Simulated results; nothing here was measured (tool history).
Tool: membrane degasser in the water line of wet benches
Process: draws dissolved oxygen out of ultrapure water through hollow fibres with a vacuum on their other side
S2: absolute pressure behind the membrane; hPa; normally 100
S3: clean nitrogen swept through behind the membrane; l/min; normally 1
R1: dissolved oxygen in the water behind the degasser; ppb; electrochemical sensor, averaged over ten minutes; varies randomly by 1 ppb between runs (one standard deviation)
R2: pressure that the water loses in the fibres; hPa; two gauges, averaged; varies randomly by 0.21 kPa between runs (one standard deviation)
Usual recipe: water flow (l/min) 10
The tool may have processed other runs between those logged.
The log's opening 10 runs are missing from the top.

run 11 hour=377.2 | water_flow_(l/min)=10 S2=100 S3=1 | R1=169 R2=512.8
run 12 hour=418.8 | water_flow_(l/min)=10 S2=100 S3=1 | R1=166.8 R2=513.4
run 13 hour=444 | water_flow_(l/min)=10 S2=100 S3=1 | R1=169.1 R2=515.4
-- hour=448.3 vacuum gauge calibrated
run 14 hour=479.3 | water_flow_(l/min)=10 S2=100 S3=1.52 | R1=117.2 R2=511.8
run 15 hour=530.8 | water_flow_(l/min)=10 S2=100 S3=1.52 | R1=115.4 R2=518.4
run 16 hour=570.9 | water_flow_(l/min)=10 S2=93 S3=1.52 | R1=103.2 R2=514.3
run 17 hour=611.8 | water_flow_(l/min)=10 S2=93 S3=1.52 | R1=104.7 R2=512.3
run 18 hour=644.2 | water_flow_(l/min)=12 S2=93 S3=0.56 | R1=298.7 R2=611.7
run 19 hour=676.6 | water_flow_(l/min)=13 S2=174 S3=0.56 | R1=696.3 R2=671.5
run 20 hour=714.5 | water_flow_(l/min)=10 S2=100 S3=0.98 | R1=170 R2=513.2
-- hour=730.1 vacuum gauge calibrated, once more
run 21 hour=739.7 | water_flow_(l/min)=10 S2=100 S3=0.98 | R1=171.7 R2=512
run 22 hour=785.4 | water_flow_(l/min)=10 S2=100 S3=0.98 | R1=172.4 R2=512.7
run 23 hour=827.9 | water_flow_(l/min)=12 S2=136 S3=0.66 | R1=429.2 R2=615.8
run 24 hour=853.9 | water_flow_(l/min)=10 S2=116 S3=2.66 | R1=85.4 R2=513.7
run 25 hour=900 | water_flow_(l/min)=10 S2=100 S3=2.54 | R1=73.6 R2=513.1
run 26 hour=922.8 | water_flow_(l/min)=10 S2=100 S3=2.54 | R1=73.1 R2=513.6
run 27 hour=963.8 | water_flow_(l/min)=10 S2=100 S3=2.54 | R1=73.5 R2=513.6
run 28 hour=1008.2 | water_flow_(l/min)=10 S2=100 S3=2.54 | R1=73.3 R2=511
run 29 hour=1050.1 | water_flow_(l/min)=10 S2=100 S3=2.54 | R1=73 R2=517.4
-- hour=1073.4 seals of the vacuum lines changed
run 30 hour=1099.1 | water_flow_(l/min)=10 S2=220 S3=0.99 | R1=429.9 R2=512.8
run 31 hour=1125.9 | water_flow_(l/min)=13 S2=199 S3=2.5 | R1=231.2 R2=666.2
run 32 hour=1161.8 | water_flow_(l/min)=10 S2=86 S3=2.39 | R1=61.4 R2=516.5

4 options for the next run, each taken on its own from the tool as it stands now. Forecast them:
run A hour=1195.7 | water_flow_(l/min)=16 S2=226 S3=0.9 | R1=? R2=?
run B hour=1195.7 | water_flow_(l/min)=13 S2=195 S3=0.82 | R1=? R2=?
run C hour=1195.7 | water_flow_(l/min)=13 S2=222 S3=1 | R1=? R2=?
run D hour=1195.7 | water_flow_(l/min)=10 S2=116 S3=0.82 | R1=? R2=?

run=A R1=780.9 R2=824.9
run=B R1=577 R2=668.3
run=C R1=564.5 R2=669.8
run=D R1=239.2 R2=513
Stripped of hidden state, with their random variation kept, the same runs would have yielded:
run=A R1=778.3 R2=820.6
run=B R1=575.1 R2=664.8
run=C R1=562.7 R2=666.3
run=D R1=238.2 R2=510.4
